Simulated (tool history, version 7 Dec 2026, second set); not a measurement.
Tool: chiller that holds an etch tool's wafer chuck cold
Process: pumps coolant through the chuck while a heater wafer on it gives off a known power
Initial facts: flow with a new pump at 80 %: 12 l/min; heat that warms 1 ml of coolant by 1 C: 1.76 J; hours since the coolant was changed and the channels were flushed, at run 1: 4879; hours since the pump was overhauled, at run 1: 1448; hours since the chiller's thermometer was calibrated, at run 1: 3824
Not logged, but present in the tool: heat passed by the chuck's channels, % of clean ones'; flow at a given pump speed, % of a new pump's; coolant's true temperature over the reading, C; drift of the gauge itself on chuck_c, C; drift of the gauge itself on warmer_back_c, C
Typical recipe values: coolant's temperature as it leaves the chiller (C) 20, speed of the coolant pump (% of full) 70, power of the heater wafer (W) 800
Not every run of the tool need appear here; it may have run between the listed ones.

run    hour  coolant's temperature as it leaves the chiller (C)  speed of the coolant pump (% of full)  power of the heater wafer (W)  hours since the coolant was changed and the channels were flushed  hours since the pump was overhauled  hours since the chiller's thermometer was calibrated  chuck's temperature once it has settled (C)  how much warmer the coolant comes back (C)
  1     0.0                                                  20                                     70                            800                                                               4879                                 1448                                                  3824                                         31.3                                        2.71
       36.0  -- coolant changed, channels flushed
  2    88.7                                                  20                                     70                            800                                                                 53                                 1531                                                  3906                                         30.4                                        2.65
  3   226.9                                                  20                                     70                            800                                                                191                                 1669                                                  4045                                         30.5                                        2.66
  4   404.0                                                  20                                     70                            800                                                                368                                 1846                                                  4222                                         30.5                                        2.72
  5   484.0                                                  20                                     70                            800                                                                448                                 1926                                                  4302                                         30.6                                        2.71
  6   571.3                                                  20                                     76                            800                                                                535                                 2014                                                  4389                                         29.8                                        2.51
  7   726.6                                                  20                                     76                            800                                                                691                                 2169                                                  4544                                         29.9                                        2.48
  8   835.6                                                  20                                     76                            800                                                                800                                 2278                                                  4653                                         29.9                                        2.45
  9   947.6                                                  20                                     76                            800                                                                912                                 2390                                                  4765                                         29.9                                        2.52
 10  1100.9                                                  20                                     76                            800                                                               1065                                 2543                                                  4918                                         29.9                                        2.48
 11  1231.0                                                  20                                     76                            800                                                               1195                                 2673                                                  5049                                         29.8                                        2.55
 12  1321.6                                                  20                                     70                            800                                                               1286                                 2764                                                  5139                                         30.4                                        2.71
 13  1504.3                                                  20                                     74                            800                                                               1468                                 2947                                                  5322                                         30.1                                        2.60
 14  1639.6                                                  20                                     70                            756                                                               1604                                 3082                                                  5457                                         30.2                                        2.65
 15  1801.1                                                  20                                     70                            756                                                               1765                                 3244                                                  5619                                         29.9                                        2.57
 16  1940.8                                                  20                                     70                            656                                                               1905                                 3383                                                  5758                                         28.5                                        2.22
 17  2135.8                                                  20                                     70                            656                                                               2100                                 3578                                                  5953                                         28.4                                        2.26
     2178.6  -- chiller's thermometer calibrated
 18  2234.4                                                  20                                     70                            656                                                               2197                                 3676                                                    56                                         29.3                                        2.27
 19  2420.7                                                  20                                     70                            656                                                               2384                                 3862                                                   242                                         29.4                                        2.31
 20  2571.9                                                  20                                     70                            656                                                               2535                                 4013                                                   393                                         29.6                                        2.28
 21  2750.3                                                  11                                     96                            608                                                               2713                                 4192                                                   572                                         17.9                                        1.47
 22  2928.6                                                  18                                     86                            608                                                               2892                                 4370                                                   750                                         25.6                                        1.69
 23  3046.3                                                  18                                     86                            608                                                               3009                                 4488                                                   868                                         25.6                                        1.67
 24  3180.4                                                  20                                     62                           1111                                                               3143                                 4622                                                  1002                                         37.5                                        4.41
 25  3374.2                                                  20                                     62                           1111                                                               3337                                 4816                                                  1196                                         37.6                                        4.46
 26  3569.0                                                  12                                     84                            978                                                               3532                                 5010                                                  1390                                         24.4                                        2.82
 27  3754.4                                                  12                                     84                            978                                                               3717                                 5196                                                  1576                                         24.7                                        2.80
 28  3899.7                                                  27                                     78                            958                                                               3863                                 5341                                                  1721                                         39.9                                        2.87
 29  4006.7                                                  20                                     75                            800                                                               3970                                 5448                                                  1828                                         31.1                                        2.61
 30  4171.5                                                  20                                     92                            674                                                               4134                                 5613                                                  1993                                         28.0                                        1.76
 31  4349.9                                                  20                                     92                            674                                                               4313                                 5791                                                  2171                                         28.1                                        1.75
 32  4444.9                                                  20                                     92                            674                                                               4408                                 5886                                                  2266                                         28.1                                        1.77

Across each entry between runs, compare the hidden state at the last listed run before it with the hidden state at the first listed run after it:
Run 1 -> run 2: coolant changed, channels flushed (hour 36.0)
  heat passed by the chuck's channels, % of clean ones': 91.5 -> 99.8; flow at a given pump speed, % of a new pump's: 98.1 -> 98; coolant's true temperature over the reading, C: -0.55 -> -0.56
  the result without the hidden state subtracted from the measured one, chuck's temperature once it has settled (C): +0.5 -> -0.4; how much warmer the coolant comes back (C): +0.05 -> +0.05
Run 17 -> run 18: chiller's thermometer calibrated (hour 2178.6)
  heat passed by the chuck's channels, % of clean ones': 96.6 -> 96.4; flow at a given pump speed, % of a new pump's: 95.8 -> 95.7; coolant's true temperature over the reading, C: -0.86 -> -0.01
  the result without the hidden state subtracted from the measured one, chuck's temperature once it has settled (C): -0.3 -> +0.5; how much warmer the coolant comes back (C): +0.09 -> +0.10
